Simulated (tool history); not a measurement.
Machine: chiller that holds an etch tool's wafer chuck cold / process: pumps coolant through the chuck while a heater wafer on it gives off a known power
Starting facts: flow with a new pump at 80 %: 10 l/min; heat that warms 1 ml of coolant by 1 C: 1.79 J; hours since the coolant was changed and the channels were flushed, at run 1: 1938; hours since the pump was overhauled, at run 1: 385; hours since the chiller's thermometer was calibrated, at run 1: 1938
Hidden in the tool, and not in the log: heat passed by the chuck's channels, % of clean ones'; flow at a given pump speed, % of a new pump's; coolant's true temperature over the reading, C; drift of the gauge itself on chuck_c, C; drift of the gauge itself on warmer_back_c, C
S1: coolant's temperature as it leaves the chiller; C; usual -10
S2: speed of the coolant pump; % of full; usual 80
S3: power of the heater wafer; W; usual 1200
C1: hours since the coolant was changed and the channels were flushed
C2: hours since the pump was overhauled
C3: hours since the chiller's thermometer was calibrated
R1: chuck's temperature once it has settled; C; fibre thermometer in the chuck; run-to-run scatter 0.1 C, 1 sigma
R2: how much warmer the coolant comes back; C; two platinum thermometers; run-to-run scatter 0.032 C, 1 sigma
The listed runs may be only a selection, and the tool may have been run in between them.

{"run": 1, "hour": 0.0, "S1": -10, "S2": 80, "S3": 1200, "C1": 1938, "C2": 385, "C3": 1938, "R1": 2.6, "R2": 4.04}
{"run": 2, "hour": 33.1, "S1": -10, "S2": 80, "S3": 1200, "C1": 1971, "C2": 418, "C3": 1971, "R1": 2.6, "R2": 3.94}
{"run": 3, "hour": 58.7, "S1": -10, "S2": 80, "S3": 1200, "C1": 1997, "C2": 444, "C3": 1997, "R1": 2.5, "R2": 3.9}
{"run": 4, "hour": 78.7, "S1": -10, "S2": 80, "S3": 1200, "C1": 2017, "C2": 464, "C3": 2017, "R1": 2.6, "R2": 3.87}
{"run": 5, "hour": 95.0, "S1": -10, "S2": 80, "S3": 1200, "C1": 2033, "C2": 480, "C3": 2033, "R1": 2.6, "R2": 3.95}
{"run": 6, "hour": 118.0, "S1": -17, "S2": 80, "S3": 1200, "C1": 2056, "C2": 503, "C3": 2056, "R1": -4.4, "R2": 3.84}
{"run": 7, "hour": 131.8, "S1": -10, "S2": 80, "S3": 635, "C1": 2070, "C2": 517, "C3": 2070, "R1": -3.4, "R2": 1.9}
{"run": 8, "hour": 164.2, "S1": -10, "S2": 80, "S3": 635, "C1": 2102, "C2": 549, "C3": 2102, "R1": -3.4, "R2": 1.92}
{"run": 9, "hour": 195.1, "S1": -10, "S2": 80, "S3": 1200, "C1": 2133, "C2": 580, "C3": 2133, "R1": 2.7, "R2": 3.75}
{"run": 10, "hour": 221.8, "S1": -10, "S2": 80, "S3": 1200, "C1": 2160, "C2": 607, "C3": 2160, "R1": 2.8, "R2": 3.68}
{"run": 11, "hour": 243.8, "S1": -12, "S2": 80, "S3": 1200, "C1": 2182, "C2": 629, "C3": 2182, "R1": 0.5, "R2": 3.7}
{"run": 12, "hour": 276.9, "S1": -12, "S2": 80, "S3": 1200, "C1": 2215, "C2": 662, "C3": 2215, "R1": 0.6, "R2": 3.66}
{"run": 13, "hour": 298.7, "S1": -10, "S2": 80, "S3": 1200, "C1": 2237, "C2": 684, "C3": 2237, "R1": 2.5, "R2": 3.54}
{"run": 14, "hour": 314.4, "S1": -10, "S2": 80, "S3": 1200, "C1": 2252, "C2": 700, "C3": 2252, "R1": 2.6, "R2": 3.56}
{"hour": 321.7, "done": "gauge calibrated"}
{"run": 15, "hour": 340.3, "S1": -10, "S2": 80, "S3": 632, "C1": 2278, "C2": 725, "C3": 2278, "R1": -3.3, "R2": 2.07}
{"run": 16, "hour": 374.2, "S1": -9, "S2": 98, "S3": 1321, "C1": 2312, "C2": 759, "C3": 2312, "R1": 3.5, "R2": 3.39}
{"run": 17, "hour": 401.8, "S1": -14, "S2": 73, "S3": 1321, "C1": 2340, "C2": 787, "C3": 2340, "R1": 0.5, "R2": 4.74}
{"run": 18, "hour": 424.1, "S1": -5, "S2": 73, "S3": 1321, "C1": 2362, "C2": 809, "C3": 2362, "R1": 9.4, "R2": 4.66}
{"run": 19, "hour": 437.9, "S1": -15, "S2": 80, "S3": 1384, "C1": 2376, "C2": 823, "C3": 2376, "R1": -0.5, "R2": 4.44}
{"run": 20, "hour": 470.9, "S1": -15, "S2": 80, "S3": 1384, "C1": 2409, "C2": 856, "C3": 2409, "R1": -0.5, "R2": 4.44}
{"run": 21, "hour": 503.9, "S1": -15, "S2": 80, "S3": 1384, "C1": 2442, "C2": 889, "C3": 2442, "R1": -0.4, "R2": 4.39}
{"run": 22, "hour": 522.8, "S1": -10, "S2": 88, "S3": 732, "C1": 2461, "C2": 908, "C3": 2461, "R1": -2.6, "R2": 1.89}
{"run": 23, "hour": 543.5, "S1": -10, "S2": 88, "S3": 732, "C1": 2482, "C2": 929, "C3": 2482, "R1": -2.8, "R2": 1.89}
{"run": 24, "hour": 568.0, "S1": -11, "S2": 71, "S3": 732, "C1": 2506, "C2": 953, "C3": 2506, "R1": -2.9, "R2": 2.44}
{"run": 25, "hour": 595.7, "S1": -11, "S2": 71, "S3": 732, "C1": 2534, "C2": 981, "C3": 2534, "R1": -2.8, "R2": 2.36}

What if the next run were any one of these 3? Each begins from the tool's condition after run 25:
{"run": "A", "hour": 617.0, "S1": -10, "S2": 80, "S3": 621, "C1": 2555, "C2": 1002, "C3": 2555, "R1": "?", "R2": "?"}
{"run": "B", "hour": 617.0, "S1": -11, "S2": 97, "S3": 626, "C1": 2555, "C2": 1002, "C3": 2555, "R1": "?", "R2": "?"}
{"run": "C", "hour": 617.0, "S1": -11, "S2": 61, "S3": 877, "C1": 2555, "C2": 1002, "C3": 2555, "R1": "?", "R2": "?"}

run=A R1=-3.5 R2=1.64
run=B R1=-5.2 R2=1.27
run=C R1=-0.3 R2=3.52
Without the tool's hidden state the same runs would have given:
run=A R1=-3.5 R2=2.08
run=B R1=-5.2 R2=1.71
run=C R1=-0.3 R2=3.95
